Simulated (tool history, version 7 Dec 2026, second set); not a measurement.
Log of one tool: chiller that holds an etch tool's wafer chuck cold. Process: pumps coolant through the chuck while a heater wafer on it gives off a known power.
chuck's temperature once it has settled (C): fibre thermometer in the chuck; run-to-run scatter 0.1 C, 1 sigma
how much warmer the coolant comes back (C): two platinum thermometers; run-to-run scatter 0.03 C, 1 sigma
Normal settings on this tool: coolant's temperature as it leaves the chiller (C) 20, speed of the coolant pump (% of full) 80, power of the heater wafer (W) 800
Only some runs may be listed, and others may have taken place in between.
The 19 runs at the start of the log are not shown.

| run | hour | coolant's temperature as it leaves the chiller (C) | speed of the coolant pump (% of full) | power of the heater wafer (W) | hours since the coolant was changed and the channels were flushed | hours since the pump was overhauled | hours since the chiller's thermometer was calibrated | chuck's temperature once it has settled (C) | how much warmer the coolant comes back (C) |
|---|---|---|---|---|---|---|---|---|---|
| 20 | 2150.8 | 20 | 74 | 803 | 237 | 6509 | 2629 | 27.6 | 2.1 |
| 21 | 2257.3 | 26 | 80 | 594 | 344 | 6615 | 2735 | 31.4 | 1.43 |
| 22 | 2366.7 | 21 | 64 | 594 | 453 | 6725 | 2844 | 27.4 | 1.86 |
| 23 | 2524.1 | 21 | 87 | 686 | 611 | 6882 | 3002 | 26.8 | 1.58 |
| 24 | 2684.6 | 27 | 69 | 1068 | 771 | 7043 | 3162 | 38 | 2.97 |
| 25 | 2834 | 26 | 100 | 654 | 921 | 7192 | 3312 | 31 | 1.32 |
| 26 | 2912 | 13 | 100 | 654 | 999 | 7270 | 3390 | 17.8 | 1.28 |
| 27 | 2995.6 | 17 | 63 | 800 | 1082 | 7354 | 3473 | 25.9 | 2.55 |
| 28 | 3140.1 | 15 | 80 | 800 | 1227 | 7498 | 3618 | 22.5 | 1.96 |
| 29 | 3215.7 | 12 | 80 | 800 | 1302 | 7574 | 3693 | 19.3 | 1.96 |
| 30 | 3332.1 | 17 | 80 | 1139 | 1419 | 7690 | 3810 | 27.3 | 2.73 |
|  | 3381.4 | gauge calibrated |
| 31 | 3410.6 | 27 | 67 | 817 | 1497 | 7769 | 3888 | 35.7 | 2.29 |
|  | 3564.3 | chiller's thermometer calibrated |
| 32 | 3570.9 | 21 | 70 | 586 | 1656 | 7928 | 7 | 27 | 1.48 |

Branching from run 32: 4 alternative next runs. What would each branch give?
| A | 3678.9 | 21 | 65 | 586 | 1764 | 8036 | 115 | ? | ? |
| B | 3678.9 | 25 | 80 | 800 | 1764 | 8036 | 115 | ? | ? |
| C | 3678.9 | 11 | 90 | 527 | 1764 | 8036 | 115 | ? | ? |
| D | 3678.9 | 12 | 78 | 592 | 1764 | 8036 | 115 | ? | ? |

| run | chuck's temperature once it has settled (C) | how much warmer the coolant comes back (C) |
|---|---|---|
| A | 27.1 | 1.64 |
| B | 32.3 | 1.81 |
| C | 15.4 | 1.04 |
| D | 17.5 | 1.32 |
With no hidden state in the tool, these same runs would have given:
| run | chuck's temperature once it has settled (C) | how much warmer the coolant comes back (C) |
|---|---|---|
| A | 27.1 | 1.61 |
| B | 32.3 | 1.78 |
| C | 15.4 | 1.02 |
| D | 17.5 | 1.29 |

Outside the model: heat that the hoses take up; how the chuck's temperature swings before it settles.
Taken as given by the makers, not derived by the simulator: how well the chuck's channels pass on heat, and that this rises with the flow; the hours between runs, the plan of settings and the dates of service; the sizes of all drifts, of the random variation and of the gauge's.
